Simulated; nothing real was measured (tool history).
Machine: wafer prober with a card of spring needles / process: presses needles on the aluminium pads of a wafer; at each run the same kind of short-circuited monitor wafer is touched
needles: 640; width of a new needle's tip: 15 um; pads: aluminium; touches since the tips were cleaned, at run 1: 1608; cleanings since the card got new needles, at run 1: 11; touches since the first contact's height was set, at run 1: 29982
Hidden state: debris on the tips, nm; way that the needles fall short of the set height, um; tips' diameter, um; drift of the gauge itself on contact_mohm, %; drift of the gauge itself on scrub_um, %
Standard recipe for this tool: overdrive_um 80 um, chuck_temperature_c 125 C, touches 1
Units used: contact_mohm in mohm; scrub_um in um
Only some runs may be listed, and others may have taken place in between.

run	hour	overdrive_um	chuck_temperature_c	touches	touches since the tips were cleaned	cleanings since the card got new needles	touches since the first contact's height was set	contact_mohm	scrub_um
1	0.0	80	125	1	1608	11	29982	240	14.78
# hour 2.3: tips cleaned on abrasive film
# hour 8.0: tips cleaned on abrasive film
2	12.2	80	125	1	1931	13	35600	235	14.90
# hour 13.6: tips cleaned on abrasive film
# hour 19.1: tips cleaned on abrasive film
# hour 25.1: tips cleaned on abrasive film
# hour 30.4: tips cleaned on abrasive film
3	30.4	80	125	1	0	17	43986	235	14.89
# hour 36.2: tips cleaned on abrasive film
# hour 42.1: tips cleaned on abrasive film
4	43.2	80	125	1	507	19	49896	240	14.85
# hour 48.2: tips cleaned on abrasive film
# hour 53.8: tips cleaned on abrasive film
# hour 59.3: tips cleaned on abrasive film
5	59.9	80	125	1	291	22	57624	236	14.91
# hour 64.9: tips cleaned on abrasive film
# hour 71.1: tips cleaned on abrasive film
6	71.3	82	57	1	98	24	62859	220	15.22
# hour 77.3: tips cleaned on abrasive film
# hour 83.3: tips cleaned on abrasive film
# hour 89.1: tips cleaned on abrasive film
7	89.5	66	81	2	160	27	71270	229	12.40
# hour 95.2: tips cleaned on abrasive film
8	97.7	68	37	2	1138	28	75073	218	12.72
# hour 101.3: tips cleaned on abrasive film
# hour 107.0: tips cleaned on abrasive film
9	111.6	74	125	1	2146	30	81510	240	13.89
# hour 112.5: tips cleaned on abrasive film
# hour 118.3: tips cleaned on abrasive film
# hour 124.6: tips cleaned on abrasive film
10	127.8	74	104	1	1505	33	89008	229	13.87

Across each entry between runs, compare the hidden state at the last listed run before it with the hidden state at the first listed run after it:
After run 1, before run 2: tips cleaned on abrasive film (hour 2.3); tips cleaned on abrasive film (hour 8.0)
  both runs share identical hidden conditions
After run 2, before run 3: tips cleaned on abrasive film (hour 13.6); tips cleaned on abrasive film (hour 19.1); tips cleaned on abrasive film (hour 25.1); tips cleaned on abrasive film (hour 30.4)
  debris on the tips, nm: 0.5 -> 0
After run 3, before run 4: tips cleaned on abrasive film (hour 36.2); tips cleaned on abrasive film (hour 42.1)
  debris on the tips, nm: 0 -> 0.2
After run 4, before run 5: tips cleaned on abrasive film (hour 48.2); tips cleaned on abrasive film (hour 53.8); tips cleaned on abrasive film (hour 59.3)
  both runs share identical hidden conditions
After run 5, before run 6: tips cleaned on abrasive film (hour 64.9); tips cleaned on abrasive film (hour 71.1)
  debris on the tips, nm: 0.2 -> 0.1
After run 6, before run 7: tips cleaned on abrasive film (hour 77.3); tips cleaned on abrasive film (hour 83.3); tips cleaned on abrasive film (hour 89.1)
  both runs share identical hidden conditions
After run 7, before run 8: tips cleaned on abrasive film (hour 95.2)
  debris on the tips, nm: 0.1 -> 0.4; tips' diameter, um: 15 -> 15.01
After run 8, before run 9: tips cleaned on abrasive film (hour 101.3); tips cleaned on abrasive film (hour 107.0)
  debris on the tips, nm: 0.4 -> 0.5; way that the needles fall short of the set height, um: 0.01 -> 0.02
After run 9, before run 10: tips cleaned on abrasive film (hour 112.5); tips cleaned on abrasive film (hour 118.3); tips cleaned on abrasive film (hour 124.6)
  both runs share identical hidden conditions
